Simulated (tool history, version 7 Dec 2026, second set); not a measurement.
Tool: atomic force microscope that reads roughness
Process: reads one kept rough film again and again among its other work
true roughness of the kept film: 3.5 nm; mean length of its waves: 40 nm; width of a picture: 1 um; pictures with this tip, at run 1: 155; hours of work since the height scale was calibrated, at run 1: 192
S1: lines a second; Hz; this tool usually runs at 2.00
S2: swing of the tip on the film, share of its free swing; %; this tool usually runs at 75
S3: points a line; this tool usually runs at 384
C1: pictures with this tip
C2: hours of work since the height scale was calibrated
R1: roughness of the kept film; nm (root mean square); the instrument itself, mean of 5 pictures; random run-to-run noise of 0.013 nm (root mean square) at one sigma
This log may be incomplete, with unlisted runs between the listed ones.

run 1 day=0.000 | S1=2.00 S2=75 S3=384 | C1=155 C2=192 | R1=3.094
-- day=0.479 new tip fitted
run 2 day=0.579 | S1=2.00 S2=75 S3=384 | C1=4 C2=202 | R1=3.184
run 3 day=1.004 | S1=2.00 S2=75 S3=384 | C1=23 C2=209 | R1=3.176
run 4 day=1.438 | S1=2.00 S2=75 S3=384 | C1=41 C2=217 | R1=3.158
run 5 day=1.938 | S1=2.00 S2=75 S3=384 | C1=63 C2=226 | R1=3.161
run 6 day=2.321 | S1=2.00 S2=75 S3=632 | C1=79 C2=233 | R1=3.122
run 7 day=2.692 | S1=2.00 S2=75 S3=632 | C1=95 C2=239 | R1=3.144
run 8 day=3.350 | S1=2.49 S2=75 S3=632 | C1=124 C2=251 | R1=3.068
run 9 day=4.038 | S1=2.49 S2=75 S3=632 | C1=153 C2=263 | R1=3.065
run 10 day=4.388 | S1=2.00 S2=75 S3=338 | C1=168 C2=269 | R1=3.046
-- day=4.533 new tip fitted
run 11 day=5.083 | S1=2.00 S2=75 S3=338 | C1=23 C2=281 | R1=3.196
run 12 day=5.662 | S1=2.00 S2=75 S3=338 | C1=48 C2=291 | R1=3.141
run 13 day=6.450 | S1=2.00 S2=75 S3=338 | C1=82 C2=305 | R1=3.123
run 14 day=6.829 | S1=2.00 S2=75 S3=338 | C1=98 C2=311 | R1=3.137
run 15 day=7.425 | S1=2.00 S2=76 S3=338 | C1=124 C2=322 | R1=3.083
run 16 day=8.054 | S1=2.00 S2=76 S3=338 | C1=151 C2=333 | R1=3.058
run 17 day=8.379 | S1=2.00 S2=76 S3=338 | C1=165 C2=338 | R1=3.064
-- day=8.604 new tip fitted
run 18 day=8.967 | S1=2.00 S2=76 S3=338 | C1=15 C2=348 | R1=3.186
run 19 day=9.517 | S1=2.00 S2=76 S3=338 | C1=39 C2=358 | R1=3.155
run 20 day=10.238 | S1=2.00 S2=76 S3=338 | C1=70 C2=371 | R1=3.121
run 21 day=10.929 | S1=2.00 S2=76 S3=289 | C1=100 C2=383 | R1=3.114
run 22 day=11.579 | S1=2.00 S2=76 S3=289 | C1=128 C2=394 | R1=3.073
run 23 day=12.267 | S1=2.00 S2=75 S3=384 | C1=157 C2=406 | R1=3.067
-- day=12.704 new tip fitted
run 24 day=13.046 | S1=2.00 S2=75 S3=384 | C1=15 C2=420 | R1=3.193
run 25 day=13.396 | S1=2.00 S2=75 S3=602 | C1=30 C2=426 | R1=3.209
run 26 day=14.179 | S1=2.00 S2=83 S3=384 | C1=64 C2=439 | R1=3.071
run 27 day=14.496 | S1=2.00 S2=83 S3=384 | C1=78 C2=445 | R1=3.105
run 28 day=15.258 | S1=2.26 S2=83 S3=683 | C1=110 C2=458 | R1=3.050
run 29 day=15.612 | S1=0.81 S2=75 S3=350 | C1=126 C2=465 | R1=3.194
run 30 day=16.233 | S1=0.61 S2=75 S3=393 | C1=152 C2=476 | R1=3.186
run 31 day=16.679 | S1=2.00 S2=75 S3=952 | C1=171 C2=483 | R1=3.065
-- day=16.796 new tip fitted
run 32 day=17.342 | S1=0.74 S2=66 S3=591 | C1=23 C2=495 | R1=3.303
run 33 day=18.075 | S1=0.74 S2=66 S3=591 | C1=55 C2=507 | R1=3.254
run 34 day=18.575 | S1=0.74 S2=66 S3=591 | C1=76 C2=516 | R1=3.249
run 35 day=19.008 | S1=0.70 S2=75 S3=676 | C1=95 C2=524 | R1=3.195
run 36 day=19.404 | S1=2.01 S2=58 S3=866 | C1=112 C2=531 | R1=3.182
run 37 day=19.979 | S1=2.01 S2=76 S3=774 | C1=137 C2=541 | R1=3.100
run 38 day=20.554 | S1=2.00 S2=75 S3=806 | C1=161 C2=551 | R1=3.072
-- day=20.892 new tip fitted
run 39 day=20.975 | S1=2.00 S2=56 S3=290 | C1=4 C2=558 | R1=3.293
run 40 day=21.588 | S1=0.70 S2=58 S3=290 | C1=30 C2=569 | R1=3.298
run 41 day=22.262 | S1=2.36 S2=71 S3=376 | C1=59 C2=581 | R1=3.184
run 42 day=23.004 | S1=2.00 S2=75 S3=966 | C1=91 C2=594 | R1=3.130
run 43 day=23.612 | S1=2.00 S2=74 S3=821 | C1=117 C2=604 | R1=3.137
run 44 day=24.229 | S1=3.98 S2=56 S3=374 | C1=144 C2=615 | R1=3.148
run 45 day=24.612 | S1=3.98 S2=56 S3=374 | C1=160 C2=622 | R1=3.138
-- day=24.954 new tip fitted
run 46 day=25.321 | S1=0.75 S2=57 S3=321 | C1=16 C2=634 | R1=3.316
run 47 day=26.062 | S1=1.14 S2=75 S3=260 | C1=48 C2=647 | R1=3.186
run 48 day=26.617 | S1=1.30 S2=68 S3=539 | C1=71 C2=657 | R1=3.238
run 49 day=27.392 | S1=1.30 S2=68 S3=539 | C1=105 C2=670 | R1=3.184
run 50 day=27.783 | S1=0.90 S2=85 S3=309 | C1=122 C2=677 | R1=3.151
run 51 day=28.354 | S1=0.90 S2=85 S3=309 | C1=146 C2=687 | R1=3.106
-- day=29.008 new tip fitted
run 52 day=29.079 | S1=1.87 S2=85 S3=352 | C1=2 C2=699 | R1=3.124

Measured minus without-hidden-state, run by run (identical run-to-run variation in each term; gauge scatter may differ):
The tool's hidden condition here consists of: radius of the tip, nm; height scale over the true one, %; drift of the gauge itself on roughness_nm, %.
run=1 R1=-0.121
run=2 R1=+0.002
run=3 R1=-0.014
run=4 R1=-0.029
run=5 R1=-0.046
run=6 R1=-0.058
run=7 R1=-0.072
run=8 R1=-0.094
run=9 R1=-0.120
run=10 R1=-0.132
run=11 R1=-0.012
run=12 R1=-0.036
run=13 R1=-0.061
run=14 R1=-0.078
run=15 R1=-0.098
run=16 R1=-0.121
run=17 R1=-0.132
run=18 R1=-0.013
run=19 R1=-0.035
run=20 R1=-0.058
run=21 R1=-0.083
run=22 R1=-0.104
run=23 R1=-0.127
run=24 R1=+0.001
run=25 R1=-0.011
run=26 R1=-0.039
run=27 R1=-0.050
run=28 R1=-0.077
run=29 R1=-0.095
run=30 R1=-0.117
run=31 R1=-0.128
run=32 R1=-0.021
run=33 R1=-0.049
run=34 R1=-0.066
run=35 R1=-0.082
run=36 R1=-0.097
run=37 R1=-0.116
run=38 R1=-0.136
run=39 R1=+0.004
run=40 R1=-0.016
run=41 R1=-0.041
run=42 R1=-0.067
run=43 R1=-0.092
run=44 R1=-0.115
run=45 R1=-0.129
run=46 R1=+0.002
run=47 R1=-0.026
run=48 R1=-0.046
run=49 R1=-0.075
run=50 R1=-0.089
run=51 R1=-0.107
run=52 R1=+0.015
